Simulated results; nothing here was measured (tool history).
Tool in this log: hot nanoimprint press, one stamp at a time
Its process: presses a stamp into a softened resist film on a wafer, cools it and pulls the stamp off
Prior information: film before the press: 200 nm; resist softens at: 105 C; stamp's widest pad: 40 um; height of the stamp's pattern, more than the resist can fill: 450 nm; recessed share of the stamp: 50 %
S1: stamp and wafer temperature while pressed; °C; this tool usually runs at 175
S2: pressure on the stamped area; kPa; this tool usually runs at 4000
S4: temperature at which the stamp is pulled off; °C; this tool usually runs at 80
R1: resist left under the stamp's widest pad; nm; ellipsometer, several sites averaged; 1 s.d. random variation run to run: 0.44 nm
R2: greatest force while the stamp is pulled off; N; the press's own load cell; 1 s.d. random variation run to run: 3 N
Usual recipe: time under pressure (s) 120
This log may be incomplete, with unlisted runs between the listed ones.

run 1 day=0.000 | S1=175 S2=4000 time_under_pressure_(s)=120 S4=80 | R1=94.1 R2=264
run 2 day=0.354 | S1=175 S2=4000 time_under_pressure_(s)=145 S4=80 | R1=88.9 R2=271
run 3 day=0.562 | S1=175 S2=4000 time_under_pressure_(s)=145 S4=80 | R1=87.1 R2=275
run 4 day=0.938 | S1=175 S2=4000 time_under_pressure_(s)=145 S4=80 | R1=87.9 R2=280
run 5 day=1.288 | S1=175 S2=5600 time_under_pressure_(s)=120 S4=80 | R1=79.9 R2=275
run 6 day=1.621 | S1=175 S2=3600 time_under_pressure_(s)=120 S4=80 | R1=99.8 R2=280
run 7 day=2.025 | S1=175 S2=2470 time_under_pressure_(s)=120 S4=80 | R1=117.8 R2=287
run 8 day=2.325 | S1=175 S2=4000 time_under_pressure_(s)=120 S4=80 | R1=94.2 R2=287
run 9 day=2.971 | S1=173 S2=4000 time_under_pressure_(s)=120 S4=80 | R1=101.2 R2=220
run 10 day=3.200 | S1=175 S2=4000 time_under_pressure_(s)=120 S4=84 | R1=94.6 R2=213
run 11 day=3.446 | S1=175 S2=4000 time_under_pressure_(s)=120 S4=84 | R1=94.2 R2=216
run 12 day=3.838 | S1=175 S2=3880 time_under_pressure_(s)=120 S4=80 | R1=96.5 R2=232
run 13 day=4.142 | S1=175 S2=4000 time_under_pressure_(s)=120 S4=80 | R1=95.1 R2=225
run 14 day=4.325 | S1=175 S2=4000 time_under_pressure_(s)=120 S4=80 | R1=94.4 R2=237
run 15 day=4.567 | S1=175 S2=4000 time_under_pressure_(s)=120 S4=80 | R1=95.1 R2=236
run 16 day=4.971 | S1=183 S2=3400 time_under_pressure_(s)=73 S4=72 | R1=98.1 R2=270
run 17 day=5.358 | S1=167 S2=4000 time_under_pressure_(s)=120 S4=75 | R1=127.0 R2=262
run 18 day=5.758 | S1=179 S2=2980 time_under_pressure_(s)=78 S4=85 | R1=113.8 R2=231
run 19 day=6.133 | S1=175 S2=4000 time_under_pressure_(s)=210 S4=86 | R1=81.0 R2=225
run 20 day=6.471 | S1=170 S2=4000 time_under_pressure_(s)=210 S4=86 | R1=95.9 R2=230
run 21 day=6.696 | S1=186 S2=5720 time_under_pressure_(s)=94 S4=74 | R1=62.8 R2=276
run 22 day=7.229 | S1=186 S2=5720 time_under_pressure_(s)=94 S4=74 | R1=58.4 R2=267
run 23 day=7.483 | S1=175 S2=4000 time_under_pressure_(s)=151 S4=80 | R1=84.0 R2=248
run 24 day=7.812 | S1=175 S2=4000 time_under_pressure_(s)=151 S4=80 | R1=83.5 R2=250
run 25 day=8.042 | S1=172 S2=4000 time_under_pressure_(s)=120 S4=86 | R1=100.9 R2=230
run 26 day=8.288 | S1=171 S2=2430 time_under_pressure_(s)=199 S4=80 | R1=109.7 R2=252
run 27 day=8.679 | S1=175 S2=2810 time_under_pressure_(s)=65 S4=67 | R1=130.0 R2=299
run 28 day=9.025 | S1=173 S2=2810 time_under_pressure_(s)=110 S4=83 | R1=117.0 R2=246
run 29 day=9.442 | S1=173 S2=2810 time_under_pressure_(s)=110 S4=83 | R1=117.6 R2=248
run 30 day=9.850 | S1=175 S2=6130 time_under_pressure_(s)=63 S4=80 | R1=93.2 R2=261

Put back what was entered between runs (3 entries, withheld): which listed runs does each sit between, and how does the hidden state differ from the listed run before to the listed run after?
From run 8 to run 9: stamp cleaned and given a new release coat (day 2.775)
  true temperature over the reading, C: -1.56 -> -1.59; pressure that arrives at the usual setting, %: 99.48 -> 99.46; grip of the stamp's worn release coat, % over a new coat's: 25.9 -> 0.5
  the result without the hidden state subtracted from the measured one, R1: +4.9 -> +5.4 nm; R2: +64 -> +6 N
From run 15 to run 16: plate thermocouple calibrated (day 4.717)
  true temperature over the reading, C: -1.73 -> -2.58; pressure that arrives at the usual setting, %: 99.41 -> 99.4; grip of the stamp's worn release coat, % over a new coat's: 4.7 -> 5.4
  the result without the hidden state subtracted from the measured one, R1: +5.5 -> +7.2 nm; R2: +16 -> +22 N
From run 21 to run 22: plate thermocouple calibrated, once more (day 6.996)
  true temperature over the reading, C: -2.72 -> -0.24; pressure that arrives at the usual setting, %: 99.34 -> 99.33; grip of the stamp's worn release coat, % over a new coat's: 10 -> 11.1
  the result without the hidden state subtracted from the measured one, R1: +5.3 -> +0.8 nm; R2: +34 -> +27 N
